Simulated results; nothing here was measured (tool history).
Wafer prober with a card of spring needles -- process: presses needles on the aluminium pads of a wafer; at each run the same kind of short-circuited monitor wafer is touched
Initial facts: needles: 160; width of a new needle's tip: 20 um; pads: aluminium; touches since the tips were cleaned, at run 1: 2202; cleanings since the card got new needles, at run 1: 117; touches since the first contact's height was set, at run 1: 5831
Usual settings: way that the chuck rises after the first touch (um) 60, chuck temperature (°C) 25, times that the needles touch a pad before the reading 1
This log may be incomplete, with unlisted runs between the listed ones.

| run | hour | way that the chuck rises after the first touch (um) | chuck temperature (°C) | times that the needles touch a pad before the reading | touches since the tips were cleaned | cleanings since the card got new needles | touches since the first contact's height was set | resistance of one needle with its contact and lead (mohm) | way that a needle slides on the pad (um) |
|---|---|---|---|---|---|---|---|---|---|
| 1 | 0 | 60 | 25 | 1 | 2202 | 117 | 5831 | 351 | 8.2 |
|  | 5.4 | tips cleaned on abrasive film |
|  | 14.4 | tips cleaned on abrasive film |
|  | 23.4 | tips cleaned on abrasive film |
|  | 32.3 | tips cleaned on abrasive film |
|  | 39.5 | tips cleaned on abrasive film |
| 2 | 44.8 | 60 | 25 | 1 | 3602 | 122 | 36046 | 382 | 8.15 |
|  | 48.4 | tips cleaned on abrasive film |
|  | 55.6 | tips cleaned on abrasive film |
|  | 64.6 | tips cleaned on abrasive film |
|  | 73.6 | tips cleaned on abrasive film |
|  | 82.5 | tips cleaned on abrasive film |
|  | 89.7 | tips cleaned on abrasive film |
|  | 97.1 | height of the first contact set anew |
|  | 99 | tips cleaned on abrasive film |
|  | 108 | tips cleaned on abrasive film |
|  | 115.2 | tips cleaned on abrasive film |
| 3 | 119.4 | 60 | 25 | 1 | 2914 | 131 | 15011 | 376 | 8.21 |
|  | 123.1 | tips cleaned on abrasive film |
|  | 132.1 | tips cleaned on abrasive film |
|  | 141 | tips cleaned on abrasive film |
|  | 150 | tips cleaned on abrasive film |
|  | 159 | tips cleaned on abrasive film |
|  | 167.9 | tips cleaned on abrasive film |
| 4 | 170.5 | 79 | 25 | 1 | 1742 | 137 | 49412 | 303 | 10.72 |
|  | 175.9 | tips cleaned on abrasive film |
|  | 184.9 | tips cleaned on abrasive film |
|  | 193.8 | tips cleaned on abrasive film |
|  | 202.8 | tips cleaned on abrasive film |
|  | 203.1 | height of the first contact set anew |
| 5 | 204.8 | 79 | 25 | 1 | 1178 | 141 | 1178 | 294 | 10.83 |
|  | 212 | tips cleaned on abrasive film |
|  | 219.2 | tips cleaned on abrasive film |
|  | 228.2 | tips cleaned on abrasive film |
|  | 235.4 | tips cleaned on abrasive film |
|  | 244.3 | tips cleaned on abrasive film |
|  | 251.5 | tips cleaned on abrasive film |
|  | 260.5 | tips cleaned on abrasive film |
|  | 269.5 | tips cleaned on abrasive film |
| 6 | 276.2 | 79 | 25 | 1 | 4613 | 149 | 49338 | 348 | 10.75 |
|  | 278.1 | tips cleaned on abrasive film |
|  | 285.3 | tips cleaned on abrasive film |
|  | 294.3 | tips cleaned on abrasive film |
|  | 301.5 | tips cleaned on abrasive film |
|  | 308.9 | height of the first contact set anew |
|  | 310.7 | tips cleaned on abrasive film |
|  | 319.2 | tips cleaned on abrasive film |
| 7 | 319.2 | 55 | 25 | 1 | 0 | 155 | 6889 | 292 | 7.48 |
|  | 326.4 | tips cleaned on abrasive film |
|  | 335.3 | tips cleaned on abrasive film |
|  | 342.5 | tips cleaned on abrasive film |
|  | 351.5 | tips cleaned on abrasive film |
|  | 358.7 | tips cleaned on abrasive film |
|  | 367.6 | tips cleaned on abrasive film |
|  | 376.6 | tips cleaned on abrasive film |
| 8 | 383.4 | 55 | 25 | 1 | 4605 | 162 | 50203 | 447 | 7.41 |
|  | 385.2 | tips cleaned on abrasive film |
|  | 392.4 | tips cleaned on abrasive film |
|  | 404.4 | card fitted with new needles |
|  | 411.6 | tips cleaned on abrasive film |
|  | 418.8 | tips cleaned on abrasive film |
|  | 427.8 | tips cleaned on abrasive film |
|  | 435 | tips cleaned on abrasive film |
|  | 442.2 | tips cleaned on abrasive film |
|  | 451.1 | tips cleaned on abrasive film |
| 9 | 453.2 | 55 | 25 | 1 | 1397 | 6 | 32848 | 319 | 7.46 |
|  | 458.6 | tips cleaned on abrasive film |
|  | 465.8 | tips cleaned on abrasive film |
|  | 474.8 | tips cleaned on abrasive film |
|  | 482 | tips cleaned on abrasive film |
|  | 490.9 | tips cleaned on abrasive film |
|  | 499.9 | tips cleaned on abrasive film |
|  | 507.1 | tips cleaned on abrasive film |
|  | 510.9 | height of the first contact set anew |
|  | 516.4 | tips cleaned on abrasive film |
|  | 523.6 | tips cleaned on abrasive film |
|  | 530.7 | tips cleaned on abrasive film |
| 10 | 533.9 | 55 | 25 | 1 | 2174 | 16 | 15480 | 342 | 7.5 |
|  | 539.4 | tips cleaned on abrasive film |
|  | 546.6 | tips cleaned on abrasive film |
|  | 553.7 | tips cleaned on abrasive film |
|  | 562.7 | tips cleaned on abrasive film |
|  | 571.7 | tips cleaned on abrasive film |
|  | 578.9 | tips cleaned on abrasive film |
|  | 587.8 | tips cleaned on abrasive film |
|  | 596.8 | tips cleaned on abrasive film |
| 11 | 599 | 60 | 74 | 1 | 1492 | 24 | 59310 | 323 | 8.07 |
|  | 604.4 | tips cleaned on abrasive film |
|  | 611.6 | tips cleaned on abrasive film |
|  | 617.2 | height of the first contact set anew |
|  | 620.9 | tips cleaned on abrasive film |
|  | 629.8 | tips cleaned on abrasive film |
|  | 638.8 | tips cleaned on abrasive film |
|  | 646 | tips cleaned on abrasive film |
|  | 653.2 | tips cleaned on abrasive film |
|  | 660.4 | tips cleaned on abrasive film |
|  | 669.4 | tips cleaned on abrasive film |
| 12 | 669.6 | 60 | 74 | 1 | 151 | 33 | 35231 | 289 | 8.11 |
|  | 676.8 | tips cleaned on abrasive film |
|  | 685.8 | tips cleaned on abrasive film |
|  | 692.9 | tips cleaned on abrasive film |
|  | 701.9 | tips cleaned on abrasive film |
|  | 710.9 | tips cleaned on abrasive film |
| 13 | 711.6 | 60 | 74 | 1 | 482 | 38 | 63539 | 296 | 8.08 |
|  | 718.8 | tips cleaned on abrasive film |
|  | 724.4 | height of the first contact set anew |
|  | 728 | tips cleaned on abrasive film |
|  | 735.2 | tips cleaned on abrasive film |
|  | 744.2 | tips cleaned on abrasive film |
| 14 | 747.1 | 60 | 74 | 1 | 1977 | 42 | 15284 | 332 | 8.2 |
|  | 752.5 | tips cleaned on abrasive film |
|  | 759.7 | tips cleaned on abrasive film |
|  | 768.7 | tips cleaned on abrasive film |
|  | 777.7 | tips cleaned on abrasive film |
|  | 784.9 | tips cleaned on abrasive film |
|  | 793.8 | tips cleaned on abrasive film |
| 15 | 797.5 | 60 | 86 | 1 | 2536 | 48 | 49270 | 349 | 8.12 |
|  | 801.2 | tips cleaned on abrasive film |
|  | 808.4 | tips cleaned on abrasive film |
|  | 817.3 | tips cleaned on abrasive film |
|  | 826.3 | tips cleaned on abrasive film |
|  | 831.9 | height of the first contact set anew |
|  | 833.8 | tips cleaned on abrasive film |
|  | 842.8 | tips cleaned on abrasive film |
|  | 850 | tips cleaned on abrasive film |
|  | 857.2 | tips cleaned on abrasive film |
|  | 866.1 | tips cleaned on abrasive film |
|  | 873.3 | tips cleaned on abrasive film |
| 16 | 877.4 | 71 | 27 | 1 | 2783 | 58 | 30606 | 321 | 9.64 |
|  | 881.1 | tips cleaned on abrasive film |
|  | 890 | tips cleaned on abrasive film |
|  | 899 | tips cleaned on abrasive film |
|  | 908 | tips cleaned on abrasive film |
|  | 915.1 | tips cleaned on abrasive film |
|  | 922.3 | tips cleaned on abrasive film |
| 17 | 924.1 | 74 | 27 | 2 | 1186 | 64 | 62034 | 276 | 10.01 |
|  | 931.3 | tips cleaned on abrasive film |
|  | 938.5 | tips cleaned on abrasive film |
|  | 938.8 | height of the first contact set anew |
|  | 946 | tips cleaned on abrasive film |
|  | 954.9 | tips cleaned on abrasive film |
|  | 963.9 | tips cleaned on abrasive film |
|  | 972.9 | tips cleaned on abrasive film |
| 18 | 977.4 | 49 | 85 | 1 | 3112 | 70 | 26095 | 415 | 6.64 |
|  | 981.1 | tips cleaned on abrasive film |
|  | 988.3 | tips cleaned on abrasive film |
|  | 995.5 | tips cleaned on abrasive film |
|  | 1002.7 | tips cleaned on abrasive film |
|  | 1011.6 | tips cleaned on abrasive film |
|  | 1018.8 | tips cleaned on abrasive film |
|  | 1027.8 | tips cleaned on abrasive film |
|  | 1036.8 | tips cleaned on abrasive film |
| 19 | 1040.1 | 49 | 85 | 1 | 2300 | 78 | 68314 | 391 | 6.57 |
|  | 1045.5 | tips cleaned on abrasive film |
|  | 1045.8 | height of the first contact set anew |
|  | 1054.8 | tips cleaned on abrasive film |
|  | 1062 | tips cleaned on abrasive film |
|  | 1071 | tips cleaned on abrasive film |
|  | 1079.9 | tips cleaned on abrasive film |
| 20 | 1081.5 | 49 | 35 | 2 | 1075 | 83 | 24058 | 304 | 6.65 |

A few steps of resistance of one needle with its contact and lead (mohm) between consecutive runs. Split each: what settings, incoming material and random variation would produce without the hidden state, and what is left over for the hidden state, along with gauge scatter present in only one of the two compared results (measured, and without hidden state):
Hidden state present: debris on the tips, nm; way that the needles fall short of the set height, um; tips' diameter, um; drift of the gauge itself on contact_mohm, %; drift of the gauge itself on scrub_um, %.
Run 7 -> 8: tips cleaned on abrasive film, tips cleaned on abrasive film, tips cleaned on abrasive film, tips cleaned on abrasive film, tips cleaned on abrasive film, tips cleaned on abrasive film, tips cleaned on abrasive film. resistance of one needle with its contact and lead (mohm) +155: hidden state +157, all else -2.
Run 8 -> 9: tips cleaned on abrasive film, tips cleaned on abrasive film, card fitted with new needles, tips cleaned on abrasive film, tips cleaned on abrasive film, tips cleaned on abrasive film, tips cleaned on abrasive film, tips cleaned on abrasive film, tips cleaned on abrasive film. resistance of one needle with its contact and lead (mohm) -128: hidden state -126, all else -2.
Run 17 -> 18: way that the chuck rises after the first touch (um) 74 -> 49, chuck temperature (°C) 27 -> 85, times that the needles touch a pad before the reading 2 -> 1, tips cleaned on abrasive film, tips cleaned on abrasive film, height of the first contact set anew, tips cleaned on abrasive film, tips cleaned on abrasive film, tips cleaned on abrasive film, tips cleaned on abrasive film. resistance of one needle with its contact and lead (mohm) +139: hidden state +109, all else +30.
